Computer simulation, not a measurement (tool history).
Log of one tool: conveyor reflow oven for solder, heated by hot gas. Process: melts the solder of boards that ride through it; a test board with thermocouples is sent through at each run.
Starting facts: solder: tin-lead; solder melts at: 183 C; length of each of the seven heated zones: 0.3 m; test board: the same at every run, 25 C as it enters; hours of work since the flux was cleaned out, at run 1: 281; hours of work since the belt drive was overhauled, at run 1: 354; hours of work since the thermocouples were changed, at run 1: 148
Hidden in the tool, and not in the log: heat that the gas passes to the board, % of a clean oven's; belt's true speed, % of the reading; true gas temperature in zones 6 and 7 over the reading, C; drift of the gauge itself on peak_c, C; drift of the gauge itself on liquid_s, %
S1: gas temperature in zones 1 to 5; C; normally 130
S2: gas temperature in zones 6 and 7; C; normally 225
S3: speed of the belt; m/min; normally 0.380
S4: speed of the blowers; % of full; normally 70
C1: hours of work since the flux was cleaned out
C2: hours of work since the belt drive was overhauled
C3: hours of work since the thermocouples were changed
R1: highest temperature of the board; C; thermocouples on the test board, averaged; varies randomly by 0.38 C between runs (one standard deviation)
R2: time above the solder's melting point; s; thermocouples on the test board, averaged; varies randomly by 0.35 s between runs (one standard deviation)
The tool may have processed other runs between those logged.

{"run": 1, "day": 0.0, "S1": 130, "S2": 225, "S3": 0.38, "S4": 70, "C1": 281, "C2": 354, "C3": 148, "R1": 212.9, "R2": 65.1}
{"run": 2, "day": 0.667, "S1": 130, "S2": 225, "S3": 0.38, "S4": 75, "C1": 288, "C2": 361, "C3": 155, "R1": 214.4, "R2": 66.3}
{"run": 3, "day": 1.346, "S1": 130, "S2": 225, "S3": 0.38, "S4": 52, "C1": 294, "C2": 367, "C3": 161, "R1": 207.3, "R2": 57.5}
{"run": 4, "day": 1.783, "S1": 130, "S2": 225, "S3": 0.38, "S4": 52, "C1": 298, "C2": 371, "C3": 165, "R1": 207.5, "R2": 56.6}
{"run": 5, "day": 2.504, "S1": 130, "S2": 225, "S3": 0.38, "S4": 52, "C1": 305, "C2": 378, "C3": 172, "R1": 207.7, "R2": 56.0}
{"run": 6, "day": 3.258, "S1": 130, "S2": 225, "S3": 0.38, "S4": 52, "C1": 313, "C2": 386, "C3": 180, "R1": 207.4, "R2": 57.0}
{"run": 7, "day": 3.779, "S1": 130, "S2": 225, "S3": 0.38, "S4": 52, "C1": 318, "C2": 391, "C3": 185, "R1": 207.6, "R2": 56.7}
{"run": 8, "day": 4.3, "S1": 130, "S2": 225, "S3": 0.38, "S4": 52, "C1": 323, "C2": 396, "C3": 190, "R1": 206.9, "R2": 56.8}
{"run": 9, "day": 5.029, "S1": 130, "S2": 225, "S3": 0.38, "S4": 70, "C1": 330, "C2": 403, "C3": 197, "R1": 212.3, "R2": 65.0}
{"run": 10, "day": 5.512, "S1": 130, "S2": 225, "S3": 0.38, "S4": 70, "C1": 335, "C2": 408, "C3": 202, "R1": 212.6, "R2": 65.1}
{"run": 11, "day": 6.308, "S1": 121, "S2": 225, "S3": 0.38, "S4": 70, "C1": 343, "C2": 416, "C3": 210, "R1": 211.9, "R2": 59.7}
{"run": 12, "day": 6.771, "S1": 121, "S2": 225, "S3": 0.38, "S4": 70, "C1": 347, "C2": 420, "C3": 214, "R1": 211.9, "R2": 60.1}
{"run": 13, "day": 7.246, "S1": 139, "S2": 225, "S3": 0.38, "S4": 70, "C1": 352, "C2": 425, "C3": 219, "R1": 213.9, "R2": 70.2}
{"run": 14, "day": 7.696, "S1": 139, "S2": 225, "S3": 0.38, "S4": 70, "C1": 356, "C2": 429, "C3": 223, "R1": 214.7, "R2": 69.7}
{"run": 15, "day": 8.092, "S1": 139, "S2": 225, "S3": 0.38, "S4": 70, "C1": 360, "C2": 433, "C3": 227, "R1": 214.1, "R2": 70.5}
{"run": 16, "day": 8.562, "S1": 139, "S2": 225, "S3": 0.311, "S4": 70, "C1": 365, "C2": 438, "C3": 232, "R1": 218.6, "R2": 93.2}
{"run": 17, "day": 9.071, "S1": 126, "S2": 225, "S3": 0.441, "S4": 70, "C1": 370, "C2": 443, "C3": 237, "R1": 207.6, "R2": 47.6}
{"run": 18, "day": 9.675, "S1": 119, "S2": 225, "S3": 0.306, "S4": 70, "C1": 376, "C2": 449, "C3": 243, "R1": 217.0, "R2": 84.5}
{"run": 19, "day": 10.471, "S1": 121, "S2": 225, "S3": 0.38, "S4": 70, "C1": 383, "C2": 456, "C3": 250, "R1": 211.1, "R2": 60.3}
{"run": 20, "day": 11.233, "S1": 121, "S2": 225, "S3": 0.38, "S4": 70, "C1": 391, "C2": 464, "C3": 258, "R1": 211.2, "R2": 60.0}
{"run": 21, "day": 11.842, "S1": 131, "S2": 234, "S3": 0.345, "S4": 64, "C1": 397, "C2": 470, "C3": 264, "R1": 222.6, "R2": 82.1}
{"run": 22, "day": 12.221, "S1": 131, "S2": 234, "S3": 0.345, "S4": 64, "C1": 400, "C2": 473, "C3": 267, "R1": 223.6, "R2": 81.6}
{"run": 23, "day": 12.779, "S1": 142, "S2": 237, "S3": 0.38, "S4": 51, "C1": 406, "C2": 479, "C3": 273, "R1": 220.0, "R2": 75.0}
{"run": 24, "day": 13.671, "S1": 130, "S2": 237, "S3": 0.377, "S4": 85, "C1": 415, "C2": 488, "C3": 282, "R1": 226.9, "R2": 78.6}
{"run": 25, "day": 14.462, "S1": 124, "S2": 225, "S3": 0.423, "S4": 70, "C1": 422, "C2": 495, "C3": 289, "R1": 208.7, "R2": 51.1}
{"run": 26, "day": 15.183, "S1": 120, "S2": 225, "S3": 0.406, "S4": 66, "C1": 429, "C2": 502, "C3": 296, "R1": 207.8, "R2": 50.6}
{"run": 27, "day": 15.996, "S1": 120, "S2": 213, "S3": 0.354, "S4": 88, "C1": 437, "C2": 510, "C3": 304, "R1": 204.6, "R2": 60.1}
{"day": 16.642, "done": "flux residue cleaned out of gas plates and filters"}
{"run": 28, "day": 17.0, "S1": 137, "S2": 238, "S3": 0.38, "S4": 70, "C1": 4, "C2": 518, "C3": 312, "R1": 227.9, "R2": 80.7}
{"run": 29, "day": 17.462, "S1": 134, "S2": 229, "S3": 0.328, "S4": 67, "C1": 8, "C2": 523, "C3": 317, "R1": 221.3, "R2": 89.1}
{"run": 30, "day": 18.038, "S1": 126, "S2": 225, "S3": 0.38, "S4": 70, "C1": 14, "C2": 528, "C3": 322, "R1": 214.5, "R2": 65.8}
{"run": 31, "day": 18.408, "S1": 126, "S2": 225, "S3": 0.38, "S4": 70, "C1": 17, "C2": 532, "C3": 326, "R1": 214.7, "R2": 66.1}
{"run": 32, "day": 18.988, "S1": 126, "S2": 225, "S3": 0.38, "S4": 70, "C1": 23, "C2": 538, "C3": 332, "R1": 214.4, "R2": 65.0}

How would selected steps in R1 from run to run divide? Give the signed amount a tool lacking its hidden state would still show from settings, what came in and random variation, and the signed amount left for the hidden state, including any gauge scatter that is not in both of the compared results.
Run 16 -> 17: S1 139 -> 126, S3 0.311 -> 0.441. R1 -11.0 C: hidden state -1.0, all else -10.0.
Run 17 -> 18: S1 126 -> 119, S3 0.441 -> 0.306. R1 +9.4 C: hidden state +0.8, all else +8.6.
Run 20 -> 21: S1 121 -> 131, S2 225 -> 234, S3 0.380 -> 0.345, S4 70 -> 64. R1 +11.4 C: hidden state +0.5, all else +10.9.
Run 24 -> 25: S1 130 -> 124, S2 237 -> 225, S3 0.377 -> 0.423, S4 85 -> 70. R1 -18.2 C: hidden state -0.3, all else -17.9.
Run 27 -> 28: S1 120 -> 137, S2 213 -> 238, S3 0.354 -> 0.380, S4 88 -> 70, flux residue cleaned out of gas plates and filters. R1 +23.3 C: hidden state +1.9, all else +21.4.
